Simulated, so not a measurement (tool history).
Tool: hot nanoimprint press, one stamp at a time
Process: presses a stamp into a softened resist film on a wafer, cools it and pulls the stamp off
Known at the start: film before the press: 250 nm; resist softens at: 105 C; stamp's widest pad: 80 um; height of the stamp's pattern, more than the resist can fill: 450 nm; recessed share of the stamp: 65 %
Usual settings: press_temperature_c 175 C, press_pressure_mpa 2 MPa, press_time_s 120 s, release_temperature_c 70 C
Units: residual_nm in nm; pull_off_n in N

Run 1, hour 0: usual settings. Result: residual_nm 136 nm, pull_off_n 177 N.
At hour 7.7: plate thermocouple calibrated.
Run 2, hour 16.4: usual settings. Result: residual_nm 136.2 nm, pull_off_n 180 N.
Run 3, hour 22.9: usual settings. Result: residual_nm 136.3 nm, pull_off_n 176 N.
Run 4, hour 30: usual settings. Result: residual_nm 135.9 nm, pull_off_n 177 N.
Run 5, hour 41: usual settings. Result: residual_nm 136.2 nm, pull_off_n 179 N.
Run 6, hour 52.3: usual settings but press_temperature_c 174 C. Result: residual_nm 139.3 nm, pull_off_n 178 N.
Run 7, hour 61.8: usual settings but press_temperature_c 174 C. Result: residual_nm 139.9 nm, pull_off_n 177 N.
Run 8, hour 69.2: usual settings but release_temperature_c 63 C. Result: residual_nm 135.6 nm, pull_off_n 184 N.
Run 9, hour 75: usual settings but press_time_s 124 s. Result: residual_nm 134.2 nm, pull_off_n 176 N.

Run 10 comes next. What will it give?
Run 10, hour 85.2: usual settings but press_temperature_c 182 C, release_temperature_c 64 C. Result: residual_nm ?, pull_off_n ?.

residual_nm: 111.1 nm
pull_off_n: 190 N
Without the tool's hidden state the same run would have given residual_nm 112.4 nm, pull_off_n 189 N.

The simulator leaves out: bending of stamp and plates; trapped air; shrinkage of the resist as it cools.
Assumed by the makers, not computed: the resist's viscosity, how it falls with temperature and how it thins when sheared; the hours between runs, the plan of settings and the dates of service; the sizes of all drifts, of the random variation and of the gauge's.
